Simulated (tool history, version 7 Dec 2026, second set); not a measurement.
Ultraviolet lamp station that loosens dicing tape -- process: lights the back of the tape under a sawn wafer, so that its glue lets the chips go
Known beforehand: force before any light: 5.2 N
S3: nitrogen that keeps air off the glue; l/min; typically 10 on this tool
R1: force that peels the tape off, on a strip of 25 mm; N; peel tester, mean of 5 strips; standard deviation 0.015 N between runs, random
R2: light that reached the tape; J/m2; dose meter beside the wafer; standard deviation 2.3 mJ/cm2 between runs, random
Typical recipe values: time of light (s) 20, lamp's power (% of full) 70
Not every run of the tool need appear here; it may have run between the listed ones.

Run 1, hour 0.0: usual settings. Result: R1 0.743 N, R2 2020 J/m2.
Run 2, hour 36.0: usual settings. Result: R1 0.852 N, R2 1950 J/m2.
Run 3, hour 84.4: usual settings. Result: R1 0.799 N, R2 2020 J/m2.
Run 4, hour 115.2: usual settings but lamp's power (% of full) 86. Result: R1 0.532 N, R2 2400 J/m2.
Run 5, hour 177.8: usual settings but lamp's power (% of full) 86. Result: R1 0.578 N, R2 2350 J/m2.
Run 6, hour 215.9: usual settings but lamp's power (% of full) 86. Result: R1 0.576 N, R2 2350 J/m2.
Run 7, hour 267.9: usual settings but lamp's power (% of full) 86. Result: R1 0.634 N, R2 2290 J/m2.
At hour 308.6: window cleaned of glue's vapour.
Run 8, hour 311.7: usual settings but lamp's power (% of full) 86. Result: R1 0.546 N, R2 2430 J/m2.
Run 9, hour 364.8: usual settings. Result: R1 0.802 N, R2 1930 J/m2.
Run 10, hour 395.2: usual settings. Result: R1 0.822 N, R2 1940 J/m2.
Run 11, hour 457.9: usual settings. Result: R1 0.832 N, R2 1920 J/m2.
Run 12, hour 489.6: usual settings. Result: R1 0.866 N, R2 1930 J/m2.
Run 13, hour 517.8: usual settings. Result: R1 0.834 N, R2 1950 J/m2.
Run 14, hour 548.8: usual settings. Result: R1 0.857 N, R2 1890 J/m2.
Run 15, hour 576.8: usual settings but S3 19 l/min. Result: R1 0.606 N, R2 1890 J/m2.
Run 16, hour 639.0: usual settings but time of light (s) 40, S3 19 l/min. Result: R1 0.221 N, R2 3640 J/m2.
Run 17, hour 681.8: usual settings but time of light (s) 40, S3 19 l/min. Result: R1 0.214 N, R2 3620 J/m2.
Run 18, hour 724.9: usual settings but time of light (s) 19. Result: R1 1.026 N, R2 1680 J/m2.
Run 19, hour 755.7: usual settings but time of light (s) 19. Result: R1 1.029 N, R2 1690 J/m2.
Run 20, hour 809.5: usual settings but time of light (s) 19. Result: R1 1.059 N, R2 1640 J/m2.
Run 21, hour 852.4: usual settings but S3 9 l/min. Result: R1 1.041 N, R2 1760 J/m2.
Run 22, hour 919.9: usual settings but time of light (s) 13, S3 13 l/min. Result: R1 1.547 N, R2 1100 J/m2.
Run 23, hour 986.7: usual settings but time of light (s) 15, lamp's power (% of full) 74, S3 11 l/min. Result: R1 1.402 N, R2 1330 J/m2.
Run 24, hour 1053.8: usual settings but S3 4 l/min. Result: R1 1.806 N, R2 1640 J/m2.
Run 25, hour 1090.3: usual settings but time of light (s) 23, lamp's power (% of full) 75. Result: R1 0.815 N, R2 1980 J/m2.
At hour 1134.5: window cleaned of glue's vapour.
Run 26, hour 1150.0: usual settings but time of light (s) 23, lamp's power (% of full) 75. Result: R1 0.740 N, R2 2080 J/m2.
Run 27, hour 1209.8: usual settings but time of light (s) 16, lamp's power (% of full) 82. Result: R1 1.151 N, R2 1590 J/m2.
Run 28, hour 1268.5: usual settings but time of light (s) 11, lamp's power (% of full) 63, S3 11 l/min. Result: R1 2.242 N, R2 830 J/m2.
Run 29, hour 1300.1: usual settings but time of light (s) 18, lamp's power (% of full) 98, S3 3 l/min. Result: R1 1.512 N, R2 2060 J/m2.
Run 30, hour 1329.6: usual settings but time of light (s) 15, S3 9 l/min. Result: R1 1.705 N, R2 1200 J/m2.
Run 31, hour 1378.0: usual settings but time of light (s) 15, S3 3 l/min. Result: R1 2.553 N, R2 1200 J/m2.
Run 32, hour 1436.3: usual settings but time of light (s) 13, lamp's power (% of full) 65, S3 14 l/min. Result: R1 1.850 N, R2 930 J/m2.
Run 33, hour 1490.9: usual settings but time of light (s) 14, lamp's power (% of full) 67. Result: R1 1.905 N, R2 1060 J/m2.
Run 34, hour 1542.2: usual settings but time of light (s) 24, lamp's power (% of full) 91, S3 14 l/min. Result: R1 0.480 N, R2 2360 J/m2.
Run 35, hour 1606.3: usual settings but time of light (s) 30, lamp's power (% of full) 67, S3 7 l/min. Result: R1 0.941 N, R2 2100 J/m2.
Run 36, hour 1671.2: usual settings but time of light (s) 16, lamp's power (% of full) 74, S3 16 l/min. Result: R1 1.269 N, R2 1250 J/m2.
Run 37, hour 1704.9: usual settings but S3 3 l/min. Result: R1 2.175 N, R2 1410 J/m2.
Run 38, hour 1749.6: usual settings but S3 19 l/min. Result: R1 0.943 N, R2 1420 J/m2.
Run 39, hour 1796.1: usual settings but lamp's power (% of full) 95, S3 9 l/min. Result: R1 0.914 N, R2 1860 J/m2.
Run 40, hour 1847.6: usual settings but lamp's power (% of full) 95, S3 9 l/min. Result: R1 0.937 N, R2 1840 J/m2.
Run 41, hour 1889.3: usual settings but time of light (s) 38, lamp's power (% of full) 74, S3 11 l/min. Result: R1 0.436 N, R2 2720 J/m2.
Run 42, hour 1949.4: usual settings but time of light (s) 17, lamp's power (% of full) 82, S3 4 l/min. Result: R1 2.157 N, R2 1340 J/m2.

Below, some changes in R1 between adjacent runs. For each, the amount present without the hidden state too (settings, incoming material, random variation) and the amount remaining for the hidden state with gauge scatter not shared by both compared results:
The tool's hidden condition here consists of: lamp's light, % of a new lamp's; light that the window lets through, % of a clean one's; drift of the gauge itself on peel_n, %; drift of the gauge itself on dose_mj_cm2, %.
Run 33 -> 34: time of light (s) 14 -> 24, lamp's power (% of full) 67 -> 91, S3 10 -> 14. R1 -1.425 N: hidden state -0.396, all else -1.029.
Run 37 -> 38: S3 3 -> 19. R1 -1.232 N: hidden state -0.249, all else -0.983.
Run 40 -> 41: time of light (s) 20 -> 38, lamp's power (% of full) 95 -> 74, S3 9 -> 11. R1 -0.501 N: hidden state -0.279, all else -0.222.
Run 41 -> 42: time of light (s) 38 -> 17, lamp's power (% of full) 74 -> 82, S3 11 -> 4. R1 +1.721 N: hidden state +0.662, all else +1.059.
